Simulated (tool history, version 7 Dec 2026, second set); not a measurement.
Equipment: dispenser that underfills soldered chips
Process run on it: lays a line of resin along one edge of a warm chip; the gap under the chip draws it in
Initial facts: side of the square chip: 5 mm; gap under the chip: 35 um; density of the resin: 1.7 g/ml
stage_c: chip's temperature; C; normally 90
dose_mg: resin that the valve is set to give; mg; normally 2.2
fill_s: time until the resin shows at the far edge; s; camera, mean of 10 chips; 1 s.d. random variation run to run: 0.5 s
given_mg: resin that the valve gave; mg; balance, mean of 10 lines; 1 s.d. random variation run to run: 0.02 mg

Run 1, day 0: usual settings. Result: fill_s 48.7 s, given_mg 2.13 mg.
At day 0.133: new syringe of resin.
Run 2, day 0.242: usual settings. Result: fill_s 40.8 s, given_mg 2.14 mg.
Run 3, day 0.512: usual settings. Result: fill_s 48.4 s, given_mg 2.14 mg.
At day 0.583: new syringe of resin.
Run 4, day 0.792: usual settings but dose_mg 2.44 mg. Result: fill_s 44 s, given_mg 2.36 mg.
At day 1.021: new syringe of resin.
Run 5, day 1.196: usual settings. Result: fill_s 42.8 s, given_mg 2.12 mg.
At day 1.483: new syringe of resin.
Run 6, day 1.538: usual settings. Result: fill_s 40.6 s, given_mg 2.13 mg.
Run 7, day 1.838: usual settings. Result: fill_s 47.8 s, given_mg 2.12 mg.
At day 1.938: new syringe of resin.
Run 8, day 2.25: usual settings. Result: fill_s 47.3 s, given_mg 2.08 mg.
At day 2.383: new syringe of resin.
Run 9, day 2.579: usual settings but stage_c 98 C. Result: fill_s 33.3 s, given_mg 2.11 mg.
At day 2.842: new syringe of resin.
Run 10, day 2.875: usual settings but stage_c 98 C. Result: fill_s 30.8 s, given_mg 2.08 mg.
Run 11, day 3.15: usual settings. Result: fill_s 48.7 s, given_mg 2.09 mg.
At day 3.283: new syringe of resin.
Run 12, day 3.5: usual settings. Result: fill_s 44.8 s, given_mg 2.1 mg.
At day 3.729: new syringe of resin.
Run 13, day 3.904: usual settings but dose_mg 2.23 mg. Result: fill_s 44.4 s, given_mg 2.09 mg.
Run 14, day 4.104: usual settings but dose_mg 2.23 mg. Result: fill_s 49.7 s, given_mg 2.1 mg.
At day 4.167: new syringe of resin.
Run 15, day 4.392: usual settings but dose_mg 2.23 mg. Result: fill_s 45 s, given_mg 2.07 mg.
At day 4.612: new syringe of resin.
Run 16, day 4.712: usual settings but dose_mg 2.23 mg. Result: fill_s 41.5 s, given_mg 2.07 mg.
At day 4.867: dispensing valve cleaned and set on the balance.
Run 17, day 5.062: usual settings but dose_mg 2.23 mg. Result: fill_s 49 s, given_mg 2.22 mg.
At day 5.108: new syringe of resin.
Run 18, day 5.512: usual settings but stage_c 93 C, dose_mg 2.23 mg. Result: fill_s 45.3 s, given_mg 2.23 mg.
At day 5.567: new syringe of resin.
Run 19, day 5.808: usual settings but stage_c 93 C, dose_mg 2.23 mg. Result: fill_s 39.9 s, given_mg 2.2 mg.
At day 6.004: new syringe of resin.
Run 20, day 6.158: usual settings but stage_c 102 C, dose_mg 2.5 mg. Result: fill_s 27.7 s, given_mg 2.47 mg.
At day 6.462: new syringe of resin.
Run 21, day 6.542: usual settings but stage_c 102 C, dose_mg 2.5 mg. Result: fill_s 26.8 s, given_mg 2.47 mg.
Run 22, day 6.812: usual settings but stage_c 102 C, dose_mg 2.5 mg. Result: fill_s 31.4 s, given_mg 2.46 mg.
At day 6.917: new syringe of resin.
Run 23, day 7.258: usual settings but stage_c 102 C, dose_mg 2.5 mg. Result: fill_s 31.1 s, given_mg 2.45 mg.
At day 7.379: new syringe of resin.
Run 24, day 7.512: usual settings but stage_c 91 C, dose_mg 2.17 mg. Result: fill_s 42.1 s, given_mg 2.17 mg.
At day 7.842: new syringe of resin.
Run 25, day 7.879: usual settings but stage_c 75 C, dose_mg 2.11 mg. Result: fill_s 69.6 s, given_mg 2.07 mg.
At day 8.288: new syringe of resin.
Run 26, day 8.304: usual settings but stage_c 92 C, dose_mg 2.51 mg. Result: fill_s 36.7 s, given_mg 2.47 mg.
Run 27, day 8.533: usual settings but stage_c 86 C, dose_mg 1.96 mg. Result: fill_s 53.2 s, given_mg 1.89 mg.
At day 8.729: new syringe of resin.
Run 28, day 8.821: usual settings but stage_c 84 C. Result: fill_s 50.2 s, given_mg 2.13 mg.
Run 29, day 9.088: usual settings but stage_c 84 C. Result: fill_s 58.6 s, given_mg 2.12 mg.
At day 9.196: new syringe of resin.
Run 30, day 9.483: usual settings but stage_c 91 C, dose_mg 2.06 mg. Result: fill_s 45.4 s, given_mg 1.98 mg.
At day 9.638: new syringe of resin.
Run 31, day 9.917: usual settings but stage_c 96 C, dose_mg 2.08 mg. Result: fill_s 36.3 s, given_mg 2.02 mg.
At day 10.083: new syringe of resin.
Run 32, day 10.142: usual settings but stage_c 96 C, dose_mg 2.08 mg. Result: fill_s 34.7 s, given_mg 2.01 mg.
Run 33, day 10.5: usual settings but stage_c 75 C, dose_mg 2.18 mg. Result: fill_s 84.7 s, given_mg 2.12 mg.
At day 10.529: new syringe of resin.
Run 34, day 10.821: usual settings but stage_c 75 C, dose_mg 2.18 mg. Result: fill_s 80.4 s, given_mg 2.09 mg.
At day 10.983: new syringe of resin.
Run 35, day 11.258: usual settings but stage_c 103 C, dose_mg 2.29 mg. Result: fill_s 29.5 s, given_mg 2.17 mg.

4 options for the next run, each taken on its own from the tool as it stands now. Forecast them:
At day 11.442: new syringe of resin.
Run A, day 11.488: usual settings but stage_c 103 C, dose_mg 2.35 mg. Result: fill_s ?, given_mg ?.
At day 11.442: new syringe of resin.
Run B, day 11.488: usual settings but stage_c 95 C. Result: fill_s ?, given_mg ?.
At day 11.442: new syringe of resin.
Run C, day 11.488: usual settings but stage_c 88 C, dose_mg 2.02 mg. Result: fill_s ?, given_mg ?.
At day 11.442: new syringe of resin.
Run D, day 11.488: usual settings but stage_c 95 C, dose_mg 2.29 mg. Result: fill_s ?, given_mg ?.

run  fill_s  given_mg
  A      26      2.23
  B    33.1      2.08
  C    43.9       1.9
  D    32.9      2.19
What these runs would have given with no unlogged condition in the tool:
run  fill_s  given_mg
  A    25.8      2.34
  B    32.8      2.19
  C    43.4         2
  D    32.7       2.3
